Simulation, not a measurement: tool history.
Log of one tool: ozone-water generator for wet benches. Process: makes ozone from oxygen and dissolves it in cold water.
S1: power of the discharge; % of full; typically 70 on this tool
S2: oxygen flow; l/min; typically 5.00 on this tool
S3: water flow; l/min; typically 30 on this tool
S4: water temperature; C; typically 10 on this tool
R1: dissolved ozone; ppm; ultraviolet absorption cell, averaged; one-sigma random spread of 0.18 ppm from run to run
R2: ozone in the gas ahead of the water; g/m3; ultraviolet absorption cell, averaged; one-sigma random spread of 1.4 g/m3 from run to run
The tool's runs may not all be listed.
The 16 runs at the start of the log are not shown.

run,hour,S1,S2,S3,S4,R1,R2
17,1603.9,53,5.00,30,8,20.5,204.4
18,1701.2,53,5.00,30,8,20.1,201.5
# hour 1776.9: gauge calibrated
19,1826.2,53,5.00,30,8,20.4,209.9
20,1927.4,53,5.00,30,8,20.2,207.7
21,2038.7,75,5.00,40,10,19.3,270.9
22,2144.5,95,5.00,30,5,31.7,318.2
23,2226.3,91,6.25,25,16,31.8,266.7
24,2295.9,70,5.00,22,9,32.3,253.5
25,2438.2,70,5.00,22,9,31.9,254.8
26,2571.1,70,5.00,22,9,31.9,256.2
27,2699.4,70,5.00,22,9,32.4,252.3
28,2765.2,51,4.79,26,7,22.6,205.1
29,2830.6,70,5.00,31,10,23.8,251.8
30,2894.2,70,7.47,30,6,25.6,191.0
31,2977.5,67,7.47,30,5,25.6,185.9
32,3110.7,67,7.47,40,5,19.1,186.5

Below are 5 alternative next runs, each starting from the tool's condition after run 32. Predict each:
A,3200.0,67,7.47,35,7,?,?
B,3200.0,87,5.00,30,9,?,?
C,3200.0,70,6.51,30,7,?,?
D,3200.0,44,8.16,32,5,?,?
E,3200.0,87,5.00,38,8,?,?

run,R1,R2
A,21.6,186.2
B,28.9,291.6
C,25.2,210.0
D,17.2,127.5
E,22.8,293.7
What these runs would have given with no unlogged condition in the tool:
run,R1,R2
A,21.6,190.7
B,28.9,298.7
C,25.3,215.0
D,17.2,130.6
E,22.8,300.8

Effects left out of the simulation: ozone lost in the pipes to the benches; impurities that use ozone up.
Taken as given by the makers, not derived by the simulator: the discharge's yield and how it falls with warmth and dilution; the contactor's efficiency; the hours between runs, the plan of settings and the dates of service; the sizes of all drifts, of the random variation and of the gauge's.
